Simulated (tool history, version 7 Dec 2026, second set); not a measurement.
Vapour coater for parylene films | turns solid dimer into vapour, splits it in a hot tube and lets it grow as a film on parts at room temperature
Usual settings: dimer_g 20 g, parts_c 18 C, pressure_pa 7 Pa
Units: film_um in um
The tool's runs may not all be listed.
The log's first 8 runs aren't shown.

| run | hour | dimer_g | parts_c | pressure_pa | film_um |
|---|---|---|---|---|---|
| 9 | 123.6 | 20 | 18 | 7 | 3.83 |
|  | 141.7 | trap's valve overhauled |
| 10 | 151.1 | 20 | 18 | 3.43 | 5.01 |
| 11 | 172.3 | 29 | 18 | 7 | 6.48 |
| 12 | 190.3 | 29 | 18 | 7 | 6.44 |
| 13 | 210 | 29 | 18 | 7 | 6.4 |
| 14 | 228.9 | 29 | 18 | 7 | 6.39 |
| 15 | 243.8 | 20 | 18 | 7 | 4.38 |
| 16 | 258.6 | 20 | 18 | 3.27 | 4.98 |
| 17 | 276 | 20 | 22 | 7 | 3.7 |
| 18 | 295.9 | 20 | 22 | 7 | 3.77 |
| 19 | 314.8 | 20 | 22 | 7 | 3.73 |
| 20 | 338.5 | 20 | 22 | 11.24 | 3.41 |
| 21 | 350.4 | 20 | 22 | 11.24 | 3.44 |
| 22 | 361.7 | 20 | 22 | 11.24 | 3.41 |
| 23 | 378.9 | 20 | 18 | 7 | 4.3 |
| 24 | 391.3 | 20 | 14 | 7 | 4.86 |
| 25 | 407.8 | 20 | 14 | 7 | 4.82 |

Run 26 comes next. What will it give?
| 26 | 431 | 20 | 14 | 7 | ? |

film_um: 4.8 um
Without the tool's hidden state the same run would have given film_um 5.08 um.

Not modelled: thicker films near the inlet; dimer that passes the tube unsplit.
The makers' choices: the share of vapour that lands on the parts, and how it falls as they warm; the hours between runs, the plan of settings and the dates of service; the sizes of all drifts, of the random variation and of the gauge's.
